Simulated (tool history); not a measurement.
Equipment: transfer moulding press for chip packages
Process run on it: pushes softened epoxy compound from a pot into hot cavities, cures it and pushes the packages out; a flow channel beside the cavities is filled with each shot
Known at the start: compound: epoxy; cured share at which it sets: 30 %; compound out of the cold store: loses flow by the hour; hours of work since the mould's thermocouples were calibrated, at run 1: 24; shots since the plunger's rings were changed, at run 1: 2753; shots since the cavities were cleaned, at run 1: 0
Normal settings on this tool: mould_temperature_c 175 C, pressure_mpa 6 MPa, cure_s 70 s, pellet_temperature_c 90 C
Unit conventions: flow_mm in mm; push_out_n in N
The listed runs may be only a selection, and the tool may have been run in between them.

| run | hour | mould_temperature_c | pressure_mpa | cure_s | pellet_temperature_c | hours of work since the mould's thermocouples were calibrated | shots since the plunger's rings were changed | shots since the cavities were cleaned | incoming compound's hours out of the cold store | flow_mm | push_out_n |
|---|---|---|---|---|---|---|---|---|---|---|---|
| 1 | 0 | 175 | 6 | 70 | 90 | 24 | 2753 | 0 | 28 | 729 | 911 |
| 2 | 7.5 | 175 | 6 | 70 | 90 | 27 | 2822 | 69 | 23 | 749 | 901 |
|  | 12.8 | plunger's sealing rings changed |
| 3 | 22 | 175 | 6 | 70 | 90 | 32 | 85 | 180 | 24.3 | 746 | 931 |
| 4 | 28.2 | 176 | 6 | 70 | 90 | 34 | 142 | 237 | 27.4 | 734 | 841 |
| 5 | 34.9 | 176 | 6 | 70 | 90 | 37 | 204 | 299 | 12.3 | 799 | 856 |
| 6 | 47.5 | 176 | 6 | 70 | 90 | 42 | 319 | 414 | 9 | 819 | 915 |
| 7 | 56.5 | 176 | 6 | 70 | 90 | 46 | 402 | 497 | 15.3 | 791 | 914 |
|  | 64.3 | cavities cleaned with cleaning compound and waxed |
| 8 | 68.5 | 176 | 6 | 70 | 90 | 50 | 499 | 38 | 47.1 | 645 | 742 |
| 9 | 80.9 | 175 | 6 | 93 | 90 | 55 | 614 | 153 | 18.6 | 770 | 506 |
| 10 | 93.6 | 175 | 6 | 70 | 90 | 60 | 730 | 269 | 44 | 660 | 825 |
| 11 | 101.2 | 175 | 6 | 70 | 90 | 63 | 800 | 339 | 13.9 | 798 | 982 |
| 12 | 107.6 | 175 | 6 | 55 | 90 | 66 | 860 | 399 | 43.6 | 664 | 1514 |
| 13 | 114.2 | 175 | 6 | 55 | 90 | 68 | 920 | 459 | 25.2 | 741 | 1636 |
| 14 | 121.7 | 175 | 6 | 55 | 90 | 71 | 989 | 528 | 44.3 | 658 | 1498 |
|  | 126.5 | cavities cleaned with cleaning compound and waxed |
| 15 | 131.1 | 175 | 7.38 | 70 | 90 | 74 | 1062 | 42 | 42.5 | 735 | 858 |
| 16 | 138.4 | 175 | 6 | 70 | 81 | 77 | 1129 | 109 | 42.4 | 669 | 885 |
| 17 | 146.9 | 175 | 5.1 | 50 | 89 | 81 | 1207 | 187 | 16 | 724 | 2019 |
| 18 | 155.9 | 178 | 5.1 | 50 | 89 | 84 | 1291 | 271 | 19 | 707 | 1812 |
| 19 | 168.7 | 178 | 6 | 82 | 91 | 89 | 1408 | 388 | 28.7 | 717 | 544 |
| 20 | 175.5 | 178 | 6 | 69 | 97 | 92 | 1470 | 450 | 35.8 | 688 | 757 |
| 21 | 186 | 178 | 5.27 | 94 | 97 | 96 | 1568 | 548 | 27.6 | 681 | 466 |
|  | 188.2 | cavities cleaned with cleaning compound and waxed |
| 22 | 198.4 | 175 | 6 | 93 | 90 | 101 | 1668 | 94 | 25.3 | 742 | 507 |
| 23 | 209.3 | 175 | 6 | 93 | 90 | 105 | 1768 | 194 | 14.8 | 794 | 507 |
| 24 | 220.8 | 175 | 6 | 77 | 90 | 110 | 1874 | 300 | 10.1 | 811 | 734 |
| 25 | 228.1 | 175 | 6 | 90 | 84 | 113 | 1941 | 367 | 10.7 | 814 | 562 |
| 26 | 236.4 | 173 | 6.07 | 90 | 97 | 116 | 2018 | 444 | 19.9 | 772 | 558 |
| 27 | 243.7 | 171 | 6 | 70 | 83 | 119 | 2085 | 511 | 21.8 | 767 | 1216 |
|  | 249.4 | cavities cleaned with cleaning compound and waxed |
| 28 | 253.8 | 171 | 6 | 70 | 83 | 122 | 2165 | 41 | 35.7 | 699 | 1181 |
| 29 | 260.5 | 171 | 6 | 70 | 83 | 125 | 2226 | 102 | 10.3 | 820 | 1336 |

Here are 3 independent what-if runs from the current tool condition. What would each one return?
| A | 266.2 | 171 | 6 | 70 | 95 | 127 | 2278 | 154 | 24.9 | ? | ? |
| B | 266.2 | 171 | 7.2 | 64 | 83 | 127 | 2278 | 154 | 43.2 | ? | ? |
| C | 266.2 | 175 | 5.24 | 70 | 90 | 127 | 2278 | 154 | 12 | ? | ? |

| run | flow_mm | push_out_n |
|---|---|---|
| A | 745 | 1153 |
| B | 733 | 1448 |
| C | 753 | 958 |
Without the tool's unlogged condition, the same runs would have read:
| run | flow_mm | push_out_n |
|---|---|---|
| A | 745 | 1150 |
| B | 733 | 1445 |
| C | 754 | 955 |

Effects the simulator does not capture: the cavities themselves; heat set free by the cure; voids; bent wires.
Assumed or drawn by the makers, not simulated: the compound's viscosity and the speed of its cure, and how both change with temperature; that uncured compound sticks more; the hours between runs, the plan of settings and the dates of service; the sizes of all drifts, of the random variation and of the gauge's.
